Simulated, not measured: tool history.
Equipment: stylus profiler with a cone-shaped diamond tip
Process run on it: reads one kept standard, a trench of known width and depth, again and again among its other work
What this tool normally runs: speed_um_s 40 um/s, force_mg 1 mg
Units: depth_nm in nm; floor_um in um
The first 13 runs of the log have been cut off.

| run | hour | speed_um_s | force_mg | scans with this tip | hours of work since the height scale was calibrated | depth_nm | floor_um |
|---|---|---|---|---|---|---|---|
| 14 | 1119.5 | 40 | 1.22 | 5342 | 624 | 505.17 | 46.49 |
| 15 | 1203.1 | 27 | 1 | 5657 | 661 | 505 | 46.58 |
| 16 | 1257.4 | 27 | 1 | 5862 | 684 | 505.02 | 46.57 |
| 17 | 1339.8 | 27 | 1 | 6173 | 721 | 505.01 | 46.51 |
| 18 | 1440 | 30 | 1 | 6551 | 765 | 505.08 | 46.47 |
| 19 | 1511 | 30 | 1 | 6818 | 796 | 505.24 | 46.4 |
| 20 | 1611.5 | 40 | 1.54 | 7197 | 840 | 506.59 | 46.36 |
| 21 | 1691.6 | 40 | 2.89 | 7499 | 876 | 508.89 | 46.48 |
| 22 | 1803.5 | 40 | 2.89 | 7920 | 925 | 508.91 | 46.43 |
| 23 | 1882.3 | 40 | 1 | 8217 | 959 | 505.48 | 46.26 |
| 24 | 1943.4 | 40 | 1 | 8448 | 986 | 505.66 | 46.21 |
| 25 | 2051.3 | 40 | 0.4 | 8854 | 1034 | 504.2 | 45.96 |
| 26 | 2147.9 | 40 | 0.4 | 9218 | 1076 | 504.34 | 45.95 |
| 27 | 2253.5 | 67 | 0.41 | 9617 | 1123 | 504.33 | 45.5 |
| 28 | 2361.9 | 10 | 0.49 | 10025 | 1171 | 504.82 | 46.35 |
| 29 | 2426.4 | 10 | 0.49 | 10268 | 1199 | 505.08 | 46.33 |
| 30 | 2489.7 | 10 | 0.49 | 10507 | 1227 | 505.01 | 46.36 |
| 31 | 2542.6 | 37 | 0.49 | 10706 | 1250 | 504.98 | 45.94 |
| 32 | 2610.3 | 133 | 0.81 | 10961 | 1280 | 506.12 | 44.96 |
| 33 | 2678 | 19 | 1.2 | 11216 | 1310 | 506.87 | 46.23 |
| 34 | 2789.5 | 19 | 1.2 | 11637 | 1359 | 507.1 | 46.21 |

Expected results for the next run?
| 35 | 2872.6 | 30 | 2.5 | 11950 | 1395 | ? | ? |

Run 35 measured depth_nm 509.56 nm, floor_um 46.19 um.
With no hidden state in the tool, this same run would have given depth_nm 506.24 nm, floor_um 47.2 um.
